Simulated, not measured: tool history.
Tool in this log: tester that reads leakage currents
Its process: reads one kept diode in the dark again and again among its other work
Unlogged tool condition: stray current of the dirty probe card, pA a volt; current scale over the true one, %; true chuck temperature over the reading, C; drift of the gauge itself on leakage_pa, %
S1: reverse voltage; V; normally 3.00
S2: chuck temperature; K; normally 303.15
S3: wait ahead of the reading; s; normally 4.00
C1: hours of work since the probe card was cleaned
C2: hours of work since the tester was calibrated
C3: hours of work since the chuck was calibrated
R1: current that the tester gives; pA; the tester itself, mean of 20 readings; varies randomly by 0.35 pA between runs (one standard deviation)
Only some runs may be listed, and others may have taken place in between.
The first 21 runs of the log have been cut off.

Run 22, hour 1031.5: usual settings but S3 4.41 s; C1 57; C2 648; C3 232. Result: R1 117.70 pA.
Run 23, hour 1099.6: usual settings but S3 4.41 s; C1 85; C2 677; C3 261. Result: R1 117.99 pA.
Run 24, hour 1130.5: usual settings but S3 0.32 s; C1 98; C2 690; C3 273. Result: R1 121.57 pA.
Run 25, hour 1191.8: usual settings but S1 2.80 V, S2 301.15 K, S3 0.38 s; C1 124; C2 715; C3 299. Result: R1 101.43 pA.
Run 26, hour 1254.2: usual settings but S1 2.80 V, S2 301.15 K, S3 0.38 s; C1 150; C2 741; C3 325. Result: R1 101.53 pA.
Run 27, hour 1287.2: usual settings but S1 1.93 V, S3 2.02 s; C1 163; C2 755; C3 339. Result: R1 104.20 pA.
Run 28, hour 1346.5: usual settings but S1 2.43 V, S3 0.54 s; C1 188; C2 780; C3 363. Result: R1 113.06 pA.
Run 29, hour 1408.3: usual settings but S1 2.43 V, S3 0.54 s; C1 214; C2 805; C3 389. Result: R1 113.76 pA.
Run 30, hour 1453.7: usual settings but S1 1.51 V, S2 305.15 K, S3 2.02 s; C1 233; C2 824; C3 408. Result: R1 113.16 pA.
Run 31, hour 1511.0: usual settings but S1 13.65 V, S2 304.15 K, S3 9.66 s; C1 257; C2 848; C3 432. Result: R1 208.25 pA.
Run 32, hour 1566.1: usual settings but S1 13.65 V, S2 304.15 K, S3 9.66 s; C1 280; C2 871; C3 455. Result: R1 207.88 pA.
Run 33, hour 1602.1: usual settings but S1 13.65 V, S2 304.15 K, S3 9.66 s; C1 295; C2 886; C3 470. Result: R1 208.47 pA.
Run 34, hour 1640.2: usual settings but S1 2.07 V, S2 298.15 K, S3 3.70 s; C1 311; C2 902; C3 486. Result: R1 72.69 pA.
Run 35, hour 1672.7: usual settings but S2 333.15 K, S3 0.42 s; C1 324; C2 916; C3 500. Result: R1 1018.23 pA.
Run 36, hour 1736.9: usual settings but S2 294.15 K, S3 1.95 s; C1 351; C2 943; C3 526. Result: R1 59.49 pA.
Run 37, hour 1788.0: usual settings but S2 294.15 K, S3 1.95 s; C1 372; C2 964; C3 548. Result: R1 60.22 pA.
Run 38, hour 1829.9: usual settings but S1 1.27 V, S2 322.15 K, S3 5.04 s; C1 390; C2 981; C3 565. Result: R1 374.49 pA.
Run 39, hour 1889.0: usual settings but S2 297.15 K; C1 414; C2 1006; C3 590. Result: R1 76.74 pA.
Run 40, hour 1958.6: usual settings but S1 2.94 V, S3 1.09 s; C1 443; C2 1035; C3 619. Result: R1 123.09 pA.

Below are 3 alternative next runs, each starting from the tool's condition after run 40. Predict each:
Run A, hour 1988.5: usual settings but S2 321.15 K; C1 456; C2 1047; C3 631. Result: R1 ?.
Run B, hour 1988.5: usual settings but S1 2.94 V, S2 310.15 K, S3 0.35 s; C1 456; C2 1047; C3 631. Result: R1 ?.
Run C, hour 1988.5: usual settings but S1 11.23 V, S3 3.25 s; C1 456; C2 1047; C3 631. Result: R1 ?.

run      R1
  A  456.69
  B  209.40
  C  188.18
Without the tool's unlogged condition, the same runs would have read:
run      R1
  A  438.92
  B  200.12
  C  175.06

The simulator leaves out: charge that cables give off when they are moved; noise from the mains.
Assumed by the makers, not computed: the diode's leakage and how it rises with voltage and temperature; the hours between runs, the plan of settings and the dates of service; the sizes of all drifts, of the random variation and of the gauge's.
